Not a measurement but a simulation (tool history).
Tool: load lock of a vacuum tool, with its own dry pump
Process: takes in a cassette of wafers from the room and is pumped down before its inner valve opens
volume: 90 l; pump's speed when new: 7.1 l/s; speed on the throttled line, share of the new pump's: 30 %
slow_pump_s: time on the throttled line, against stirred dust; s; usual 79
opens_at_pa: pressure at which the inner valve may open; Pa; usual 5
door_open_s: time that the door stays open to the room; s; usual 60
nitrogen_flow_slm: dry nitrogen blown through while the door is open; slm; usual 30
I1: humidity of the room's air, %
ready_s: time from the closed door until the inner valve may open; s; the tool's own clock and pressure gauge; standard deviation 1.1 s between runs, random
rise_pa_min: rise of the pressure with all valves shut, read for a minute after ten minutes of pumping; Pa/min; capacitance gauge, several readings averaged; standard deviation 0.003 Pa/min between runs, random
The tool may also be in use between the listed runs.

run 1 hour=0 | slow_pump_s=79 opens_at_pa=5 door_open_s=60 nitrogen_flow_slm=30 | I1=42.4 | ready_s=181.9 rise_pa_min=0.014
run 2 hour=52.7 | slow_pump_s=79 opens_at_pa=5 door_open_s=60 nitrogen_flow_slm=30 | I1=47.1 | ready_s=181.9 rise_pa_min=0.013
run 3 hour=126.7 | slow_pump_s=79 opens_at_pa=4 door_open_s=60 nitrogen_flow_slm=30 | I1=43 | ready_s=185 rise_pa_min=0.018
run 4 hour=203.1 | slow_pump_s=79 opens_at_pa=5 door_open_s=60 nitrogen_flow_slm=30 | I1=44.2 | ready_s=180.9 rise_pa_min=0.01
run 5 hour=285.6 | slow_pump_s=79 opens_at_pa=5 door_open_s=60 nitrogen_flow_slm=30 | I1=47.2 | ready_s=182.2 rise_pa_min=0.016
run 6 hour=328.3 | slow_pump_s=79 opens_at_pa=5 door_open_s=60 nitrogen_flow_slm=30 | I1=40.8 | ready_s=181.5 rise_pa_min=0.016
run 7 hour=405.3 | slow_pump_s=79 opens_at_pa=5 door_open_s=60 nitrogen_flow_slm=30 | I1=44.3 | ready_s=181.2 rise_pa_min=0.011
run 8 hour=479.2 | slow_pump_s=79 opens_at_pa=5 door_open_s=60 nitrogen_flow_slm=30 | I1=45.9 | ready_s=183.3 rise_pa_min=0.017
run 9 hour=562.5 | slow_pump_s=79 opens_at_pa=5 door_open_s=60 nitrogen_flow_slm=30 | I1=46.8 | ready_s=181.7 rise_pa_min=0.014
run 10 hour=611 | slow_pump_s=79 opens_at_pa=5 door_open_s=60 nitrogen_flow_slm=30 | I1=44.8 | ready_s=182.2 rise_pa_min=0.012
run 11 hour=658.7 | slow_pump_s=79 opens_at_pa=5 door_open_s=60 nitrogen_flow_slm=30 | I1=41.4 | ready_s=181.8 rise_pa_min=0.017
run 12 hour=695.7 | slow_pump_s=79 opens_at_pa=4 door_open_s=60 nitrogen_flow_slm=30 | I1=44.2 | ready_s=183.9 rise_pa_min=0.012
run 13 hour=784.6 | slow_pump_s=79 opens_at_pa=5 door_open_s=85 nitrogen_flow_slm=30 | I1=44.3 | ready_s=183.4 rise_pa_min=0.015
run 14 hour=873.5 | slow_pump_s=79 opens_at_pa=5 door_open_s=97 nitrogen_flow_slm=30 | I1=47.6 | ready_s=182.2 rise_pa_min=0.02
run 15 hour=931.3 | slow_pump_s=79 opens_at_pa=8 door_open_s=60 nitrogen_flow_slm=30 | I1=44.2 | ready_s=176.8 rise_pa_min=0.018
run 16 hour=1014.9 | slow_pump_s=79 opens_at_pa=8 door_open_s=60 nitrogen_flow_slm=30 | I1=44.8 | ready_s=176.8 rise_pa_min=0.013
run 17 hour=1089 | slow_pump_s=79 opens_at_pa=8 door_open_s=60 nitrogen_flow_slm=30 | I1=43.2 | ready_s=175.9 rise_pa_min=0.02
run 18 hour=1154 | slow_pump_s=79 opens_at_pa=8 door_open_s=60 nitrogen_flow_slm=30 | I1=46.7 | ready_s=177 rise_pa_min=0.01
run 19 hour=1216.7 | slow_pump_s=82 opens_at_pa=7 door_open_s=61 nitrogen_flow_slm=32 | I1=40.6 | ready_s=181.5 rise_pa_min=0.015
run 20 hour=1297.5 | slow_pump_s=82 opens_at_pa=7 door_open_s=75 nitrogen_flow_slm=35 | I1=45.4 | ready_s=178.6 rise_pa_min=0.013
run 21 hour=1361.3 | slow_pump_s=53 opens_at_pa=5 door_open_s=190 nitrogen_flow_slm=5 | I1=44.6 | ready_s=164.1 rise_pa_min=0.046
run 22 hour=1447.7 | slow_pump_s=65 opens_at_pa=9 door_open_s=190 nitrogen_flow_slm=8 | I1=41.3 | ready_s=161.9 rise_pa_min=0.036
run 23 hour=1500.2 | slow_pump_s=79 opens_at_pa=8 door_open_s=60 nitrogen_flow_slm=14 | I1=47.1 | ready_s=175.9 rise_pa_min=0.025
run 24 hour=1544.6 | slow_pump_s=106 opens_at_pa=8 door_open_s=60 nitrogen_flow_slm=17 | I1=43.8 | ready_s=194.6 rise_pa_min=0.02
run 25 hour=1609.5 | slow_pump_s=106 opens_at_pa=8 door_open_s=60 nitrogen_flow_slm=17 | I1=41.9 | ready_s=193.7 rise_pa_min=0.018
run 26 hour=1652.7 | slow_pump_s=93 opens_at_pa=5 door_open_s=63 nitrogen_flow_slm=30 | I1=48.4 | ready_s=191.6 rise_pa_min=0.016
run 27 hour=1711.9 | slow_pump_s=117 opens_at_pa=9 door_open_s=30 nitrogen_flow_slm=18 | I1=45.3 | ready_s=200.5 rise_pa_min=0.009
run 28 hour=1795.4 | slow_pump_s=156 opens_at_pa=7 door_open_s=140 nitrogen_flow_slm=10 | I1=48.1 | ready_s=233.5 rise_pa_min=0.036
run 29 hour=1860.1 | slow_pump_s=78 opens_at_pa=5 door_open_s=72 nitrogen_flow_slm=19 | I1=45 | ready_s=180.4 rise_pa_min=0.018
run 30 hour=1903.7 | slow_pump_s=79 opens_at_pa=5 door_open_s=145 nitrogen_flow_slm=23 | I1=46.5 | ready_s=183 rise_pa_min=0.026
run 31 hour=1990.8 | slow_pump_s=150 opens_at_pa=5 door_open_s=179 nitrogen_flow_slm=26 | I1=45.1 | ready_s=231.5 rise_pa_min=0.025
run 32 hour=2044.4 | slow_pump_s=150 opens_at_pa=5 door_open_s=179 nitrogen_flow_slm=26 | I1=43.2 | ready_s=231.4 rise_pa_min=0.024
run 33 hour=2093.1 | slow_pump_s=65 opens_at_pa=4 door_open_s=179 nitrogen_flow_slm=26 | I1=47.9 | ready_s=174.9 rise_pa_min=0.029
run 34 hour=2174.6 | slow_pump_s=48 opens_at_pa=9 door_open_s=145 nitrogen_flow_slm=6 | I1=44.4 | ready_s=152.6 rise_pa_min=0.037
run 35 hour=2217.7 | slow_pump_s=145 opens_at_pa=7 door_open_s=60 nitrogen_flow_slm=38 | I1=44.5 | ready_s=222.3 rise_pa_min=0.013

Below are 5 alternative next runs, each starting from the tool's condition after run 35. Predict each:
run A hour=2279.2 | slow_pump_s=145 opens_at_pa=7 door_open_s=60 nitrogen_flow_slm=17 | I1=41.5 | ready_s=? rise_pa_min=?
run B hour=2279.2 | slow_pump_s=127 opens_at_pa=7 door_open_s=60 nitrogen_flow_slm=38 | I1=46.1 | ready_s=? rise_pa_min=?
run C hour=2279.2 | slow_pump_s=79 opens_at_pa=5 door_open_s=77 nitrogen_flow_slm=30 | I1=48.2 | ready_s=? rise_pa_min=?
run D hour=2279.2 | slow_pump_s=79 opens_at_pa=5 door_open_s=214 nitrogen_flow_slm=30 | I1=49.8 | ready_s=? rise_pa_min=?
run E hour=2279.2 | slow_pump_s=137 opens_at_pa=4 door_open_s=60 nitrogen_flow_slm=30 | I1=46.6 | ready_s=? rise_pa_min=?

run=A ready_s=227.3 rise_pa_min=0.015
run=B ready_s=210.9 rise_pa_min=0.008
run=C ready_s=182.7 rise_pa_min=0.016
run=D ready_s=181.6 rise_pa_min=0.033
run=E ready_s=225.4 rise_pa_min=0.017
Take away the tool's hidden state, keep each run's random variation, and the runs would have read:
run=A ready_s=227.3 rise_pa_min=0.015
run=B ready_s=210.8 rise_pa_min=0.007
run=C ready_s=182.6 rise_pa_min=0.016
run=D ready_s=181.6 rise_pa_min=0.032
run=E ready_s=225.4 rise_pa_min=0.016
